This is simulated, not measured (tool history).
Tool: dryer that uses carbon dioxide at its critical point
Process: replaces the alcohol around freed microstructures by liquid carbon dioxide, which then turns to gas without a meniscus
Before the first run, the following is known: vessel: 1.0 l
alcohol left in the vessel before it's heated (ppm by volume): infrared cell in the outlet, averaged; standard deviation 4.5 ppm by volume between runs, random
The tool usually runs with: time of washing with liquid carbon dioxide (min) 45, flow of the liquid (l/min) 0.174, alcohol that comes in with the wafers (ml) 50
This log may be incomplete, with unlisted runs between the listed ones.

| run | day | time of washing with liquid carbon dioxide (min) | flow of the liquid (l/min) | alcohol that comes in with the wafers (ml) | alcohol left in the vessel before it's heated (ppm by volume) |
|---|---|---|---|---|---|
| 1 | 0.000 | 45 | 0.174 | 50 | 65 |
| 2 | 0.954 | 45 | 0.174 | 50 | 66 |
| 3 | 1.662 | 45 | 0.174 | 50 | 57 |
| 4 | 3.171 | 45 | 0.174 | 50 | 65 |
| 5 | 4.075 | 28 | 0.174 | 50 | 665 |
| 6 | 4.996 | 28 | 0.174 | 50 | 664 |
| 7 | 5.838 | 28 | 0.174 | 50 | 694 |
| 8 | 6.733 | 28 | 0.174 | 50 | 687 |
| 9 | 7.992 | 28 | 0.174 | 50 | 690 |
| 10 | 9.471 | 28 | 0.174 | 50 | 687 |
| 11 | 10.612 | 39 | 0.174 | 50 | 150 |
| 12 | 11.754 | 45 | 0.174 | 50 | 71 |
| 13 | 12.546 | 40 | 0.174 | 42 | 113 |
| 14 | 13.600 | 40 | 0.174 | 42 | 116 |
| 15 | 14.504 | 37 | 0.121 | 47 | 939 |
| 16 | 15.425 | 37 | 0.121 | 47 | 912 |
| 17 | 16.488 | 37 | 0.121 | 47 | 952 |
| 18 | 17.254 | 39 | 0.131 | 75 | 887 |
| 19 | 18.462 | 39 | 0.285 | 34 | 26 |
| 20 | 19.646 | 39 | 0.285 | 34 | 31 |
| 21 | 21.071 | 39 | 0.257 | 53 | 25 |
| 22 | 21.833 | 39 | 0.257 | 53 | 40 |
| 23 | 23.112 | 61 | 0.127 | 53 | 86 |
| 24 | 23.912 | 58 | 0.146 | 50 | 60 |

Below are 5 alternative next runs, each starting from the tool's condition after run 24. Predict each:
| A | 25.050 | 31 | 0.151 | 29 | ? |
| B | 25.050 | 58 | 0.238 | 21 | ? |
| C | 25.050 | 50 | 0.275 | 64 | ? |
| D | 25.050 | 33 | 0.155 | 50 | ? |
| E | 25.050 | 36 | 0.246 | 50 | ? |

| run | alcohol left in the vessel before it's heated (ppm by volume) |
|---|---|
| A | 531 |
| B | 26 |
| C | 23 |
| D | 648 |
| E | 51 |
The same runs, with their run-to-run variation unchanged, on a tool lacking any hidden condition would have given:
| run | alcohol left in the vessel before it's heated (ppm by volume) |
|---|---|
| A | 407 |
| B | 6 |
| C | 3 |
| D | 490 |
| E | 22 |

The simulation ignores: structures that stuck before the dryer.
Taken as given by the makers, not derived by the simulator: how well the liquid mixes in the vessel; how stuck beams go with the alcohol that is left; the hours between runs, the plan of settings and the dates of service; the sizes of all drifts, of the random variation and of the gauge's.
